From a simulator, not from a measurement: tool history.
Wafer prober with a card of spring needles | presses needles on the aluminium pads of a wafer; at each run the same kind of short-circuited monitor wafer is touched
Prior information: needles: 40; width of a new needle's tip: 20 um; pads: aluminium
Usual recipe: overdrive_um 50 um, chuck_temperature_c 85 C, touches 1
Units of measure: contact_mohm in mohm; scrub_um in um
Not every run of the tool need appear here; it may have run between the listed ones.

run,hour,overdrive_um,chuck_temperature_c,touches,contact_mohm,scrub_um
1,0,50,85,1,325,6.233
# hour 2.6: tips cleaned on abrasive film
# hour 19.1: height of the first contact set anew
# hour 23.3: tips cleaned on abrasive film
2,40.2,50,85,1,322,6.2
# hour 44.1: tips cleaned on abrasive film
# hour 65.2: tips cleaned on abrasive film
3,67.4,50,85,1,220,6.188
# hour 84.5: tips cleaned on abrasive film
4,97.8,70,85,1,234,8.698
# hour 105.4: tips cleaned on abrasive film
5,115.8,70,85,1,228,8.696
# hour 127.2: tips cleaned on abrasive film
6,144.7,70,85,1,243,8.678
# hour 146.9: tips cleaned on abrasive film
7,163.8,70,62,1,242,8.665
# hour 166.7: tips cleaned on abrasive film
# hour 184.8: height of the first contact set anew, once more
# hour 184.9: tips cleaned on abrasive film
# hour 203.8: tips cleaned on abrasive film
8,203.8,70,62,1,152,8.807
# hour 223.3: tips cleaned on abrasive film
9,237.8,50,85,1,316,6.284
# hour 243.6: tips cleaned on abrasive film
# hour 261.8: tips cleaned on abrasive film
10,274.7,50,85,1,314,6.267

Run 11, settings as shown, results not yet in. Your forecast:
# hour 280.7: tips cleaned on abrasive film
# hour 299.5: tips cleaned on abrasive film
11,310.3,50,85,1,?,?

{"run 11": {"contact_mohm": 299, "scrub_um": 6.26}}
Take away the tool's hidden state, keep the run-to-run variation as it was, and the same run would have given contact_mohm 151 mohm, scrub_um 6.301 um.
